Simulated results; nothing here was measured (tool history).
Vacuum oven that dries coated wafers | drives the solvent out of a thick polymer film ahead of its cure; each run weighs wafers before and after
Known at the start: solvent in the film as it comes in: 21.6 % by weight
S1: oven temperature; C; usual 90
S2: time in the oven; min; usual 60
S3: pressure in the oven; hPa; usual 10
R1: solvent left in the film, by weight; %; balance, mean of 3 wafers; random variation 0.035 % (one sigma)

| run | hour | S1 | S2 | S3 | R1 |
|---|---|---|---|---|---|
| 1 | 0 | 90 | 60 | 10 | 1.89 |
| 2 | 32.3 | 90 | 60 | 10 | 1.92 |
| 3 | 60.4 | 90 | 60 | 10 | 1.88 |
| 4 | 85.1 | 84 | 60 | 10 | 3.02 |
| 5 | 107.5 | 84 | 60 | 10 | 2.99 |
| 6 | 139.8 | 90 | 60 | 10 | 1.81 |
| 7 | 180 | 90 | 60 | 10 | 1.84 |
| 8 | 219.1 | 90 | 60 | 10 | 1.86 |
| 9 | 273.6 | 90 | 60 | 10 | 1.83 |
| 10 | 297.4 | 90 | 94 | 10 | 1.25 |
| 11 | 330.9 | 90 | 94 | 10 | 1.28 |
| 12 | 371.4 | 90 | 94 | 10 | 1.31 |
| 13 | 418.1 | 90 | 94 | 10 | 1.28 |
| 14 | 460 | 90 | 94 | 10 | 1.21 |
| 15 | 506.3 | 90 | 94 | 10 | 1.32 |
| 16 | 553.3 | 90 | 94 | 10 | 1.28 |
| 17 | 603.5 | 90 | 60 | 10 | 1.82 |
| 18 | 658.4 | 90 | 60 | 10 | 1.86 |
| 19 | 697.2 | 90 | 60 | 10 | 1.77 |
| 20 | 750 | 90 | 60 | 10 | 1.84 |
| 21 | 791.5 | 98 | 60 | 10 | 1.08 |
| 22 | 821 | 98 | 60 | 10 | 0.98 |
| 23 | 852.1 | 98 | 60 | 10 | 1.02 |
| 24 | 878.2 | 98 | 60 | 12 | 1.18 |
| 25 | 925 | 90 | 96 | 31.2 | 3.39 |
| 26 | 951.9 | 85 | 36 | 23.6 | 6.34 |
| 27 | 1007.3 | 90 | 56 | 12.5 | 2.22 |
| 28 | 1043.3 | 90 | 58 | 35.6 | 4.35 |
| 29 | 1092 | 77 | 58 | 10 | 4.89 |
| 30 | 1123 | 89 | 76 | 20.4 | 2.57 |
| 31 | 1156 | 83 | 103 | 39.5 | 5.71 |

The next listed run, before its measurement:
|  | 1167.3 | oven's thermocouples calibrated |
| 32 | 1208.1 | 97 | 82 | 39.5 | ? |

Run 32 gave R1 3.48 %.
Without the tool's hidden state the same run would have given R1 3.37 %.

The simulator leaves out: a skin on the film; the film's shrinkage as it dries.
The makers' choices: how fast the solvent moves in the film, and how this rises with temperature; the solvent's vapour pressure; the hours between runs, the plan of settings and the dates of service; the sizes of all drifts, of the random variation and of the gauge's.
